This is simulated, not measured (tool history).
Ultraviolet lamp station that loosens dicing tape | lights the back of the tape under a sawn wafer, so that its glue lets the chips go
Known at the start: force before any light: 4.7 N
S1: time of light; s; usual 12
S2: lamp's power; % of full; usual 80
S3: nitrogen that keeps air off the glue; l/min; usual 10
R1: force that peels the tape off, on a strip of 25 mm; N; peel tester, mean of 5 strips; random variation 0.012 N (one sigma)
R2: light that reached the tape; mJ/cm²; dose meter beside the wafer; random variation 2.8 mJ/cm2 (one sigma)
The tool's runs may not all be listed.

run   hour  S1  S2  S3     R1   R2
  1    0.0  12  80  10  0.542  394
  2   13.4  14  80  10  0.402  464
  3   29.0  14  80  10  0.399  462
  4   42.2  14  80  10  0.384  462
  5   50.2  14  80  10  0.384  463
  6   61.3  14  80  10  0.391  461
  7   74.5  12  80  10  0.537  395
  8   88.4  12  80  10  0.536  396
  9  102.5  12  80  10  0.540  400
 10  116.4  12  80  10  0.540  397
 11  131.5  12  80  10  0.534  400
 12  141.4  21  80  10  0.165  694
 13  151.4  12  80  10  0.567  398
 14  159.0  12  64  10  0.820  319
 15  172.7  12  64  10  0.827  318
 16  186.6  11  64  10  0.884  297
 17  201.9  11  64  10  0.928  296
 18  216.4  12  80  10  0.544  398
 19  223.3  12  68  10  0.713  335
 20  236.9  12  68  10  0.726  341
 21  244.4  12  68  10  0.749  339
 22  252.8  12  68  10  0.734  337
 23  260.6  14  68   3  1.101  402
 24  276.1  14  74  10  0.457  430
 25  283.1  21  75   6  0.280  644
 26  290.7  21  75   4  0.407  652
 27  300.0   8  80  10  1.085  265
 28  307.0  22  72  14  0.158  656
 29  318.4  13  83   3  0.963  453
 30  324.9   9  66  12  1.088  247
 31  334.2  11  66   7  1.053  297
 32  348.2  20  76  14  0.169  633
 33  358.8  20  76  14  0.166  629
 34  366.7  20  76  14  0.168  637
 35  378.2  13  75   4  0.946  405
 36  391.5  13  75   4  0.975  403
 37  399.5  15  60  10  0.625  370
 38  412.1  22  73   4  0.383  663
 39  424.6   8  73   6  1.493  240
 40  431.2  18  73  10  0.267  546
 41  444.1   8  99  10  0.781  325
 42  453.2   8  99  10  0.742  328
 43  462.3  21  80   6  0.234  702
 44  476.9  11  80  11  0.606  365

Forecast each of these 3 alternatives for the next run:
  A  491.8  11  80  10   ?   ?
  B  491.8   9  80  10   ?   ?
  C  491.8  10  80  11   ?   ?

run     R1   R2
  A  0.624  365
  B  0.892  300
  C  0.744  327
Without the tool's hidden state the same runs would have given:
run     R1   R2
  A  0.622  365
  B  0.889  300
  C  0.741  328

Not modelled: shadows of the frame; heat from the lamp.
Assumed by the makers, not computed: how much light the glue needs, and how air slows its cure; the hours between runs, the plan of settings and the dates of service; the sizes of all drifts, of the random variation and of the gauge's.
